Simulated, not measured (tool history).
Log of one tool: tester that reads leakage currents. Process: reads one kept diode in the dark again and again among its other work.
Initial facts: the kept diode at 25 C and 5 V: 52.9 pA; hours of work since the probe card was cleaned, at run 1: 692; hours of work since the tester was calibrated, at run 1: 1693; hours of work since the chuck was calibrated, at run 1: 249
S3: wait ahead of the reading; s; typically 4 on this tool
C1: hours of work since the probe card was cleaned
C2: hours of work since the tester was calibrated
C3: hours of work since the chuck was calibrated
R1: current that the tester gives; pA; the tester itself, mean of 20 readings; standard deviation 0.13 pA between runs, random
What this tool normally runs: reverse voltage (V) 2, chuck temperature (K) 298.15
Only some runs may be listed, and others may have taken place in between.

{"run": 1, "hour": 0.0, "reverse voltage (V)": 2, "chuck temperature (K)": 298.15, "S3": 4, "C1": 692, "C2": 1693, "C3": 249, "R1": 40.71}
{"run": 2, "hour": 33.7, "reverse voltage (V)": 2, "chuck temperature (K)": 298.15, "S3": 2.45, "C1": 718, "C2": 1719, "C3": 275, "R1": 41.13}
{"run": 3, "hour": 81.0, "reverse voltage (V)": 2, "chuck temperature (K)": 298.15, "S3": 2.45, "C1": 755, "C2": 1757, "C3": 312, "R1": 41.24}
{"run": 4, "hour": 127.5, "reverse voltage (V)": 2, "chuck temperature (K)": 298.15, "S3": 4, "C1": 792, "C2": 1793, "C3": 349, "R1": 41.35}
{"hour": 131.8, "done": "tester calibrated"}
{"run": 5, "hour": 156.0, "reverse voltage (V)": 2, "chuck temperature (K)": 298.15, "S3": 4, "C1": 812, "C2": 19, "C3": 370, "R1": 41.11}
{"run": 6, "hour": 199.4, "reverse voltage (V)": 2, "chuck temperature (K)": 298.15, "S3": 0.36, "C1": 847, "C2": 53, "C3": 404, "R1": 42.05}
{"run": 7, "hour": 250.2, "reverse voltage (V)": 2, "chuck temperature (K)": 298.15, "S3": 0.36, "C1": 886, "C2": 93, "C3": 444, "R1": 42}
{"run": 8, "hour": 293.7, "reverse voltage (V)": 6.44, "chuck temperature (K)": 326.15, "S3": 2.61, "C1": 921, "C2": 127, "C3": 478, "R1": 574.16}
{"run": 9, "hour": 319.8, "reverse voltage (V)": 6.44, "chuck temperature (K)": 317.15, "S3": 2.61, "C1": 941, "C2": 148, "C3": 498, "R1": 293.96}
{"run": 10, "hour": 349.7, "reverse voltage (V)": 2, "chuck temperature (K)": 326.15, "S3": 4, "C1": 965, "C2": 171, "C3": 522, "R1": 382.15}
{"run": 11, "hour": 376.7, "reverse voltage (V)": 2, "chuck temperature (K)": 326.15, "S3": 4, "C1": 986, "C2": 192, "C3": 543, "R1": 380.02}
{"hour": 383.7, "done": "tester calibrated, once more"}
{"run": 12, "hour": 400.9, "reverse voltage (V)": 2.61, "chuck temperature (K)": 298.15, "S3": 9.09, "C1": 1003, "C2": 13, "C3": 560, "R1": 45.82}
{"run": 13, "hour": 441.2, "reverse voltage (V)": 1.73, "chuck temperature (K)": 295.15, "S3": 2.86, "C1": 1035, "C2": 45, "C3": 592, "R1": 30.58}
{"run": 14, "hour": 484.9, "reverse voltage (V)": 1.73, "chuck temperature (K)": 295.15, "S3": 2.86, "C1": 1069, "C2": 79, "C3": 626, "R1": 30.57}

Forecast each of these 4 alternatives for the next run:
{"run": "A", "hour": 533.8, "reverse voltage (V)": 3.7, "chuck temperature (K)": 298.15, "S3": 4, "C1": 1108, "C2": 118, "C3": 665, "R1": "?"}
{"run": "B", "hour": 533.8, "reverse voltage (V)": 2.95, "chuck temperature (K)": 305.15, "S3": 1.45, "C1": 1108, "C2": 118, "C3": 665, "R1": "?"}
{"run": "C", "hour": 533.8, "reverse voltage (V)": 6.7, "chuck temperature (K)": 325.15, "S3": 4.78, "C1": 1108, "C2": 118, "C3": 665, "R1": "?"}
{"run": "D", "hour": 533.8, "reverse voltage (V)": 1.77, "chuck temperature (K)": 300.15, "S3": 0.49, "C1": 1108, "C2": 118, "C3": 665, "R1": "?"}

run=A R1=53.07
run=B R1=86.03
run=C R1=540.3
run=D R1=47.53
Without the tool's hidden state the same runs would have given:
run=A R1=47.85
run=B R1=80.49
run=C R1=518.49
run=D R1=44.31
